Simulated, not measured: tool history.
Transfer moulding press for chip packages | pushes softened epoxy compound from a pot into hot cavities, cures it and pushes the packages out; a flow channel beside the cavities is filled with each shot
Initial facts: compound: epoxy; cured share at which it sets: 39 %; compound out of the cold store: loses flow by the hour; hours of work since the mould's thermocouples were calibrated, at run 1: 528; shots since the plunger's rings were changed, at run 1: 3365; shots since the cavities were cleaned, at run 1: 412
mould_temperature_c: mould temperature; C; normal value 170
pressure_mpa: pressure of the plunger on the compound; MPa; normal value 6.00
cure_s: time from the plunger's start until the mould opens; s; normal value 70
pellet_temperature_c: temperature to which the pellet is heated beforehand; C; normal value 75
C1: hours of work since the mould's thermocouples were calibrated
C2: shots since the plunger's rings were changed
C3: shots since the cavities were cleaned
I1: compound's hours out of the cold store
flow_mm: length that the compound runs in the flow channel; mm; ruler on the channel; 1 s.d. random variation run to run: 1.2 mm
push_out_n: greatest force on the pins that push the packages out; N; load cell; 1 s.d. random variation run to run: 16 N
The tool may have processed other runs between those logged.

run 1 hour=0.0 | mould_temperature_c=170 pressure_mpa=6.00 cure_s=70 pellet_temperature_c=75 | C1=528 C2=3365 C3=412 | I1=37.6 | flow_mm=593 push_out_n=806
run 2 hour=10.4 | mould_temperature_c=170 pressure_mpa=6.00 cure_s=70 pellet_temperature_c=75 | C1=535 C2=3553 C3=600 | I1=32.1 | flow_mm=599 push_out_n=840
-- hour=21.1 cavities cleaned with cleaning compound and waxed
run 3 hour=32.7 | mould_temperature_c=170 pressure_mpa=6.00 cure_s=70 pellet_temperature_c=75 | C1=549 C2=3927 C3=208 | I1=44.2 | flow_mm=583 push_out_n=793
-- hour=52.1 plunger's sealing rings changed
run 4 hour=56.4 | mould_temperature_c=163 pressure_mpa=6.00 cure_s=70 pellet_temperature_c=75 | C1=564 C2=77 C3=590 | I1=33.4 | flow_mm=624 push_out_n=1385
-- hour=66.2 cavities cleaned with cleaning compound and waxed
run 5 hour=73.1 | mould_temperature_c=163 pressure_mpa=6.00 cure_s=70 pellet_temperature_c=75 | C1=574 C2=351 C3=124 | I1=24.7 | flow_mm=634 push_out_n=1393
run 6 hour=83.6 | mould_temperature_c=163 pressure_mpa=6.00 cure_s=70 pellet_temperature_c=75 | C1=581 C2=539 C3=312 | I1=28.9 | flow_mm=627 push_out_n=1396
run 7 hour=102.5 | mould_temperature_c=163 pressure_mpa=6.00 cure_s=70 pellet_temperature_c=75 | C1=594 C2=880 C3=653 | I1=24.5 | flow_mm=636 push_out_n=1451
-- hour=109.4 cavities cleaned with cleaning compound and waxed
run 8 hour=120.9 | mould_temperature_c=163 pressure_mpa=6.00 cure_s=70 pellet_temperature_c=75 | C1=605 C2=1184 C3=207 | I1=29.8 | flow_mm=627 push_out_n=1358
run 9 hour=136.7 | mould_temperature_c=163 pressure_mpa=6.00 cure_s=70 pellet_temperature_c=75 | C1=616 C2=1468 C3=491 | I1=11.3 | flow_mm=653 push_out_n=1481
-- hour=152.1 cavities cleaned with cleaning compound and waxed
run 10 hour=160.2 | mould_temperature_c=163 pressure_mpa=6.00 cure_s=70 pellet_temperature_c=75 | C1=631 C2=1864 C3=146 | I1=39.4 | flow_mm=613 push_out_n=1348
run 11 hour=181.9 | mould_temperature_c=170 pressure_mpa=6.00 cure_s=78 pellet_temperature_c=75 | C1=645 C2=2255 C3=537 | I1=29.0 | flow_mm=602 push_out_n=612
-- hour=195.8 cavities cleaned with cleaning compound and waxed
run 12 hour=198.2 | mould_temperature_c=170 pressure_mpa=6.00 cure_s=78 pellet_temperature_c=75 | C1=655 C2=2522 C3=44 | I1=25.2 | flow_mm=609 push_out_n=618
run 13 hour=220.0 | mould_temperature_c=170 pressure_mpa=6.00 cure_s=78 pellet_temperature_c=75 | C1=670 C2=2914 C3=436 | I1=15.1 | flow_mm=621 push_out_n=644
run 14 hour=236.1 | mould_temperature_c=170 pressure_mpa=6.00 cure_s=78 pellet_temperature_c=75 | C1=681 C2=3203 C3=725 | I1=24.6 | flow_mm=607 push_out_n=598
-- hour=239.2 cavities cleaned with cleaning compound and waxed
run 15 hour=247.4 | mould_temperature_c=170 pressure_mpa=4.59 cure_s=105 pellet_temperature_c=75 | C1=688 C2=3381 C3=149 | I1=12.2 | flow_mm=545 push_out_n=463

Forecast run 16:
run 16 hour=268.4 | mould_temperature_c=174 pressure_mpa=6.00 cure_s=79 pellet_temperature_c=75 | C1=702 C2=3758 C3=526 | I1=23.3 | flow_mm=? push_out_n=?

{"run 16": {"flow_mm": 600, "push_out_n": 529}}
Take away the tool's hidden state, keep the run-to-run variation as it was, and the same run would have given flow_mm 600 mm, push_out_n 521 N.

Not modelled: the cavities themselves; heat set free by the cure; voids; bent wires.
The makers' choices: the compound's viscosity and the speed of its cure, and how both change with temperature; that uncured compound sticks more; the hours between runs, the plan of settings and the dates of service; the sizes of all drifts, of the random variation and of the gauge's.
